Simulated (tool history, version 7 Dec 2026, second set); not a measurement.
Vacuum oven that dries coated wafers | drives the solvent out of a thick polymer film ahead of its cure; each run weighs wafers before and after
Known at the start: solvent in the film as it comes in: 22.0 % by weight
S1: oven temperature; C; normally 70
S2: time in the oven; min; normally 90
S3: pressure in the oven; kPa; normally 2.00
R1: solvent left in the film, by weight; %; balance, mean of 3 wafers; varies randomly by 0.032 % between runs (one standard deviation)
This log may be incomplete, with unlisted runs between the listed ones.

Run 1, hour 0.0: usual settings. Result: R1 3.49 %.
Run 2, hour 98.0: usual settings. Result: R1 3.48 %.
At hour 198.2: oven's thermocouples calibrated.
Run 3, hour 198.2: usual settings. Result: R1 3.43 %.
Run 4, hour 246.5: usual settings. Result: R1 3.35 %.
Run 5, hour 307.8: usual settings but S3 4.25 kPa. Result: R1 4.22 %.
Run 6, hour 373.6: usual settings but S1 80 C. Result: R1 1.30 %.
At hour 406.9: oven's thermocouples calibrated, once more.
Run 7, hour 453.4: usual settings but S1 80 C. Result: R1 1.55 %.
Run 8, hour 556.1: usual settings. Result: R1 3.83 %.
Run 9, hour 626.2: usual settings. Result: R1 3.83 %.
Run 10, hour 689.0: usual settings but S1 60 C. Result: R1 7.22 %.
Run 11, hour 745.2: usual settings but S1 60 C. Result: R1 7.31 %.
Run 12, hour 823.4: usual settings but S1 60 C, S2 140 min. Result: R1 4.67 %.
Run 13, hour 928.0: usual settings but S1 60 C, S2 140 min. Result: R1 4.62 %.
Run 14, hour 1015.8: usual settings but S1 65 C. Result: R1 5.25 %.
Run 15, hour 1119.7: usual settings but S1 65 C. Result: R1 5.18 %.
Run 16, hour 1168.2: usual settings. Result: R1 3.53 %.
Run 17, hour 1271.0: usual settings. Result: R1 3.53 %.
Run 18, hour 1325.7: usual settings but S3 2.40 kPa. Result: R1 3.71 %.
Run 19, hour 1397.7: usual settings but S3 4.52 kPa. Result: R1 4.55 %.
Run 20, hour 1455.5: usual settings. Result: R1 3.47 %.
Run 21, hour 1522.3: usual settings. Result: R1 3.50 %.
Run 22, hour 1570.0: usual settings. Result: R1 3.47 %.
At hour 1600.7: oven's thermocouples calibrated.
Run 23, hour 1669.7: usual settings but S3 6.55 kPa. Result: R1 6.12 %.
Run 24, hour 1715.0: usual settings but S3 6.55 kPa. Result: R1 6.17 %.
Run 25, hour 1765.7: usual settings but S2 141 min. Result: R1 2.30 %.
Run 26, hour 1834.6: usual settings but S2 141 min. Result: R1 2.25 %.
Run 27, hour 1918.0: usual settings but S2 141 min. Result: R1 2.25 %.
Run 28, hour 1969.3: usual settings but S1 77 C, S2 82 min, S3 3.90 kPa. Result: R1 3.21 %.
Run 29, hour 2038.3: usual settings but S2 159 min, S3 5.38 kPa. Result: R1 3.46 %.
Run 30, hour 2097.4: usual settings but S1 80 C, S3 2.55 kPa. Result: R1 1.80 %.
Run 31, hour 2156.6: usual settings but S1 81 C, S2 155 min, S3 2.72 kPa. Result: R1 1.00 %.
Run 32, hour 2261.3: usual settings but S1 81 C, S2 155 min, S3 2.72 kPa. Result: R1 1.00 %.
Run 33, hour 2345.4: usual settings but S1 76 C, S2 67 min, S3 6.13 kPa. Result: R1 4.96 %.
Run 34, hour 2413.4: usual settings but S1 64 C, S2 134 min, S3 6.36 kPa. Result: R1 6.14 %.
Run 35, hour 2494.4: usual settings but S3 3.85 kPa. Result: R1 4.58 %.
Run 36, hour 2572.3: usual settings but S1 61 C, S2 144 min, S3 1.94 kPa. Result: R1 4.26 %.
Run 37, hour 2627.7: usual settings but S1 61 C, S2 68 min, S3 3.30 kPa. Result: R1 9.17 %.
Run 38, hour 2710.3: usual settings but S1 65 C, S2 48 min, S3 3.66 kPa. Result: R1 9.82 %.
At hour 2798.7: oven's thermocouples calibrated.
Run 39, hour 2806.1: usual settings but S1 84 C, S2 48 min, S3 3.66 kPa. Result: R1 3.70 %.
Run 40, hour 2910.6: usual settings but S1 84 C, S2 48 min, S3 3.66 kPa. Result: R1 3.70 %.
Run 41, hour 2986.9: usual settings but S1 84 C, S2 48 min, S3 3.66 kPa. Result: R1 3.68 %.
Run 42, hour 3059.4: usual settings but S1 66 C, S2 89 min. Result: R1 5.36 %.
Run 43, hour 3156.7: usual settings but S1 74 C, S2 77 min, S3 7.21 kPa. Result: R1 5.49 %.
Run 44, hour 3247.7: usual settings but S1 74 C, S2 77 min, S3 7.21 kPa. Result: R1 5.34 %.
Run 45, hour 3339.6: usual settings but S1 74 C, S2 77 min, S3 7.21 kPa. Result: R1 5.37 %.
Run 46, hour 3412.0: usual settings but S1 59 C, S2 79 min, S3 3.82 kPa. Result: R1 9.56 %.
Run 47, hour 3478.7: usual settings but S1 59 C, S2 79 min, S3 3.82 kPa. Result: R1 9.39 %.
Run 48, hour 3572.9: usual settings but S1 59 C, S2 79 min, S3 3.82 kPa. Result: R1 9.41 %.

Each row is a separate what-if for the run after 48, all from the same tool condition, not one after another. Results?
Run A, hour 3672.4: usual settings but S1 82 C, S2 119 min. Result: R1 ?.
Run B, hour 3672.4: usual settings but S1 63 C, S2 79 min, S3 3.82 kPa. Result: R1 ?.
Run C, hour 3672.4: usual settings but S1 59 C, S2 49 min, S3 2.51 kPa. Result: R1 ?.

run     R1
  A   0.93
  B   7.78
  C  11.39
Without the tool's unlogged condition, the same runs would have read:
run     R1
  A   0.86
  B   8.06
  C  11.63

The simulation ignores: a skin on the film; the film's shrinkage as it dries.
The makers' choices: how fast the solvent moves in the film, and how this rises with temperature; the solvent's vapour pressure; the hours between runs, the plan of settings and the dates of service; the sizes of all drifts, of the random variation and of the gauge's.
